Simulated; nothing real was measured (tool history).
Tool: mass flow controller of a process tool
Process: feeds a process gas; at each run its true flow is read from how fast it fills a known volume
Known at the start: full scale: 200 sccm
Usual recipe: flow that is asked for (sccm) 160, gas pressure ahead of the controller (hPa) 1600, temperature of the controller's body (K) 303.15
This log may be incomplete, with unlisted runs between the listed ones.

| run | day | flow that is asked for (sccm) | gas pressure ahead of the controller (hPa) | temperature of the controller's body (K) | true flow (%) |
|---|---|---|---|---|---|
| 1 | 0 | 160 | 1600 | 303.15 | 99.16 |
| 2 | 13.125 | 111 | 1600 | 303.15 | 98.93 |
| 3 | 22.879 | 111 | 1600 | 303.15 | 98.92 |
| 4 | 35.633 | 111 | 1600 | 303.15 | 98.94 |
| 5 | 45.238 | 111 | 1600 | 303.15 | 99.08 |
| 6 | 51.112 | 111 | 1600 | 303.15 | 99.26 |
| 7 | 64.521 | 111 | 1600 | 303.15 | 99.35 |
| 8 | 71.379 | 160 | 1600 | 295.15 | 100.14 |
| 9 | 78.246 | 160 | 2280 | 303.15 | 100.25 |
| 10 | 92.496 | 188 | 2280 | 303.15 | 100.61 |
| 11 | 98.85 | 188 | 2280 | 303.15 | 100.55 |
| 12 | 108.317 | 188 | 2280 | 303.15 | 100.71 |
| 13 | 118.9 | 160 | 1600 | 303.15 | 99.97 |
|  | 131.342 | controller's zero set anew |
| 14 | 132.971 | 160 | 1600 | 303.15 | 100.33 |
| 15 | 145.096 | 160 | 1600 | 303.15 | 100.16 |
| 16 | 155.996 | 160 | 1600 | 303.15 | 100.34 |
| 17 | 167.388 | 22 | 1600 | 303.15 | 99.45 |
| 18 | 173.308 | 22 | 1600 | 303.15 | 99.4 |
| 19 | 180.1 | 22 | 1600 | 303.15 | 99.56 |
| 20 | 194.038 | 22 | 1600 | 303.15 | 99.74 |
| 21 | 200.062 | 22 | 1600 | 303.15 | 99.82 |
| 22 | 211.912 | 160 | 1600 | 302.15 | 100.81 |
| 23 | 219.575 | 160 | 1600 | 302.15 | 100.84 |
| 24 | 226.346 | 160 | 1600 | 302.15 | 100.99 |
|  | 232.821 | gauge calibrated |
| 25 | 233.783 | 160 | 1600 | 313.15 | 98.48 |
| 26 | 242.658 | 103 | 1900 | 308.15 | 98.68 |
| 27 | 256.404 | 160 | 2170 | 309.15 | 99.45 |
| 28 | 270.388 | 114 | 2170 | 297.15 | 99.95 |
| 29 | 278.858 | 26 | 2520 | 313.15 | 98.53 |
| 30 | 293.3 | 55 | 2660 | 297.15 | 99.98 |
| 31 | 300.804 | 55 | 2660 | 297.15 | 99.98 |
| 32 | 308.646 | 55 | 2660 | 297.15 | 100.11 |
| 33 | 322.221 | 55 | 2660 | 297.15 | 100.26 |
| 34 | 332.717 | 63 | 2730 | 299.15 | 100.19 |
| 35 | 344.096 | 22 | 1540 | 313.15 | 98.28 |
| 36 | 352.775 | 34 | 1540 | 310.15 | 98.78 |
| 37 | 360.038 | 50 | 1540 | 310.15 | 98.72 |
| 38 | 373.233 | 50 | 2560 | 307.15 | 99.92 |
| 39 | 385.504 | 50 | 2560 | 307.15 | 99.88 |
| 40 | 399.396 | 50 | 2560 | 307.15 | 100.19 |
| 41 | 411.85 | 50 | 2440 | 310.15 | 99.85 |
| 42 | 426.371 | 50 | 2440 | 310.15 | 100.09 |
| 43 | 436.133 | 50 | 2440 | 310.15 | 100.09 |
| 44 | 447.083 | 50 | 2440 | 310.15 | 100.22 |
| 45 | 460.833 | 44 | 1600 | 307.15 | 99.99 |
| 46 | 473.417 | 63 | 2720 | 302.15 | 101.13 |
| 47 | 480.829 | 63 | 2720 | 302.15 | 101.33 |

Consider 5 possible next runs. They are alternatives, not a sequence: every one starts from the tool as it was left by run 47. What does each give?
| A | 495.275 | 78 | 1880 | 297.15 | ? |
| B | 495.275 | 160 | 1990 | 306.15 | ? |
| C | 495.275 | 25 | 2720 | 302.15 | ? |
| D | 495.275 | 63 | 2720 | 312.15 | ? |
| E | 495.275 | 160 | 2050 | 308.15 | ? |

| run | true flow (%) |
|---|---|
| A | 101.3 |
| B | 101.23 |
| C | 101.06 |
| D | 100.9 |
| E | 101.15 |
Had the tool no hidden state, the same runs would have come out as:
| run | true flow (%) |
|---|---|
| A | 99.21 |
| B | 99.14 |
| C | 99.02 |
| D | 98.83 |
| E | 99.06 |
